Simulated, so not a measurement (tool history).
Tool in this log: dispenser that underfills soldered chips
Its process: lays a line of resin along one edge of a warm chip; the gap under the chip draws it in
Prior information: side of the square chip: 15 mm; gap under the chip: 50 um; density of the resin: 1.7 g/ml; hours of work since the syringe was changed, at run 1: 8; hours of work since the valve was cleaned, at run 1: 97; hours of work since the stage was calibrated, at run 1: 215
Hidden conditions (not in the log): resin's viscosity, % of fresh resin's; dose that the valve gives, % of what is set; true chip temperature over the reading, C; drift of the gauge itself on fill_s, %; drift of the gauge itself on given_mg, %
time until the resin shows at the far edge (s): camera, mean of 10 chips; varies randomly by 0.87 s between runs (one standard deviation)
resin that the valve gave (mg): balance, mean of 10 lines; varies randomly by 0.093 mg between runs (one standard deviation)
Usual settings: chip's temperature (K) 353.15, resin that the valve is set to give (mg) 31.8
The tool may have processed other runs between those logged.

run   hour  chip's temperature (K)  resin that the valve is set to give (mg)  hours of work since the syringe was changed  hours of work since the valve was cleaned  hours of work since the stage was calibrated  time until the resin shows at the far edge (s)  resin that the valve gave (mg)
  1      0                  353.15                                      31.8                                            8                                         97                                           215                                           147.9                           30.52
       2.4  -- new syringe of resin
  2    6.1                  353.15                                      31.8                                            2                                        100                                           218                                           102.7                           30.58
        10  -- dispensing valve cleaned and set on the balance
  3   13.3                  353.15                                      31.8                                            6                                          2                                           222                                           134.8                           31.74
      18.6  -- new syringe of resin
  4   19.2                  353.15                                      31.8                                            0                                          6                                           226                                            91.9                           31.67
  5     25                  353.15                                      31.8                                            4                                          9                                           229                                           116.1                           31.58
  6   30.1                  353.15                                      31.8                                            7                                         13                                           233                                             145                           31.72
      33.9  -- new syringe of resin
  7   34.4                  353.15                                      31.8                                            0                                         15                                           235                                            91.7                           31.54
  8   41.4                  353.15                                      31.8                                            5                                         20                                           240                                           119.8                           31.58
  9   46.2                  353.15                                      31.8                                            8                                         23                                           243                                           148.5                           31.44
      48.7  -- new syringe of resin
 10   53.4                  353.15                                      31.8                                            3                                         27                                           247                                           106.3                           31.53
 11   62.4                  353.15                                      31.8                                            9                                         33                                           253                                           159.2                           31.51
      63.9  -- new syringe of resin
 12   70.4                  353.15                                      38.3                                            4                                         38                                           258                                           112.3                           37.74
 13   75.6                  353.15                                      38.3                                            7                                         41                                           261                                           141.8                           37.45
      78.7  -- new syringe of resin
 14   80.5                  353.15                                        34                                            1                                         44                                           264                                              96                           33.45
 15   86.3                  353.15                                      32.2                                            5                                         48                                           268                                           119.6                           31.65
      93.8  -- new syringe of resin
 16   95.7                  353.15                                      27.6                                            1                                         53                                           273                                            97.3                           27.01
 17  102.1                  365.15                                      31.8                                            5                                         57                                           278                                              87                           30.91
 18  106.5                  365.15                                      31.8                                            8                                         60                                           280                                           103.6                           31.08
     108.7  -- new syringe of resin
 19  114.8                  365.15                                      31.8                                            4                                         65                                           285                                            76.3                           31.01
     123.3  -- new syringe of resin
 20  123.3                  365.15                                      31.8                                            0                                         71                                           291                                            59.3                           30.85
 21  128.4                  365.15                                      31.8                                            3                                         74                                           294                                            74.9                           30.78
 22  136.9                  365.15                                      31.8                                            9                                         79                                           299                                           107.4                           30.91
       138  -- new syringe of resin
 23  144.3                  365.15                                      31.8                                            4                                         84                                           304                                            77.9                           30.62
 24  149.2                  343.15                                      36.7                                            7                                         87                                           307                                           199.5                            35.4
     153.4  -- new syringe of resin
 25  157.5                  343.15                                      36.7                                            3                                         92                                           312                                           154.4                           35.34
 26  164.1                  343.15                                      36.7                                            7                                         96                                           316                                           202.1                           35.36
     168.2  -- new syringe of resin
     174.7  -- dispensing valve cleaned and set on the balance
 27    175                  366.15                                      28.6                                            4                                          0                                           322                                            76.5                           28.57
 28  179.9                  366.15                                      28.6                                            7                                          3                                           325                                              94                           28.47
       184  -- new syringe of resin
 29  187.5                  341.15                                      28.2                                            2                                          8                                           330                                           162.9                           28.13
 30  193.8                  341.15                                      28.2                                            6                                         12                                           334                                           216.6                           28.05
     199.4  -- new syringe of resin
 31  199.5                  341.15                                      28.2                                            0                                         15                                           337                                           141.8                           28.05
 32    209                  366.15                                      36.4                                            6                                         21                                           344                                            88.3                              36
       214  -- new syringe of resin
 33    219                  366.15                                      36.4                                            3                                         28                                           350                                            72.1                           35.95
 34    225                  366.15                                      36.4                                            7                                         31                                           353                                            93.7                           36.14
     228.8  -- new syringe of resin
 35  231.5                  343.15                                      33.8                                            2                                         35                                           357                                           144.7                           33.32

Branching from run 35: 5 alternative next runs. What would each branch give?
  A  238.8                  339.15                                      29.5                                            6                                         40                                           362                                               ?                               ?
  B  238.8                  345.15                                      31.5                                            6                                         40                                           362                                               ?                               ?
  C  238.8                  364.15                                      34.3                                            6                                         40                                           362                                               ?                               ?
  D  238.8                  365.15                                      31.8                                            6                                         40                                           362                                               ?                               ?
  E  238.8                  349.15                                      27.3                                            6                                         40                                           362                                               ?                               ?

run  time until the resin shows at the far edge (s)  resin that the valve gave (mg)
  A                                           234.3                           29.01
  B                                           185.4                           31.04
  C                                            97.2                           33.77
  D                                            93.6                           31.29
  E                                             166                           26.91
The same runs, with their run-to-run variation unchanged, on a tool lacking any hidden condition would have given:
run  time until the resin shows at the far edge (s)  resin that the valve gave (mg)
  A                                           136.7                           29.47
  B                                           108.6                           31.52
  C                                            57.7                            34.3
  D                                            55.5                           31.77
  E                                            97.4                           27.33
